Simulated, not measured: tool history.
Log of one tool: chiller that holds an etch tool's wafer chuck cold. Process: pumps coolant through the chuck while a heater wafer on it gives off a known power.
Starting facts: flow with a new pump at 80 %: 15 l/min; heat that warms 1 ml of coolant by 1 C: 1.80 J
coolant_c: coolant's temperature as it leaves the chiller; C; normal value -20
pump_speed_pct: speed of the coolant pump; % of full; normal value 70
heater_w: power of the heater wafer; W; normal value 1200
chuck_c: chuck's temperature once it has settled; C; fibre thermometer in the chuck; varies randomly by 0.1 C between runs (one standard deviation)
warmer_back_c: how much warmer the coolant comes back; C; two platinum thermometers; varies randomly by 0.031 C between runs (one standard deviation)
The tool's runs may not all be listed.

run	day	coolant_c	pump_speed_pct	heater_w	chuck_c	warmer_back_c
1	0	-20	70	1200	-9.4	3.05
2	0.892	-20	70	1200	-9.4	3.09
3	1.975	-20	70	1200	-9.6	3.02
4	2.896	-20	70	1200	-9.5	3.06
5	3.908	-20	70	1200	-9.4	3.05
6	5.321	-20	70	1200	-9.5	3.07
7	6.258	-20	70	1200	-9.6	2.99
8	7.275	-20	70	1006	-11.4	2.53
9	8.758	-20	70	1006	-11.1	2.46
10	9.654	-20	70	1006	-11.2	2.48
11	10.996	-20	70	1006	-11.1	2.49
12	12.542	-20	70	1006	-11.1	2.53
13	13.433	-21	98	948	-14.5	1.59
14	14.992	-16	70	729	-9.7	1.74
15	16.458	-13	86	986	-5.5	1.97
16	17.188	-13	80	986	-5.2	2.1
17	18.7	-13	80	986	-5.1	2.06
18	19.721	-13	80	986	-5.2	2.09
19	21.142	-20	66	659	-14.1	1.64
20	22.729	-20	66	1764	-4.1	4.76
21	24.096	-29	83	1764	-15.2	3.63
22	25.042	-11	67	884	-3.2	2.19

Not shown: 1 entry that the log had between the listed runs. Between which runs, and how does the tool's hidden state differ before and after?
Runs 7 to 8: chiller's thermometer calibrated (day 7.025)
  coolant's true temperature over the reading, C: -0.02 -> 0; drift of the gauge itself on warmer_back_c, C: -0.03 -> -0.04
  what was measured, less what the result would be without the hidden state, warmer_back_c: -0.03 -> -0.03 C
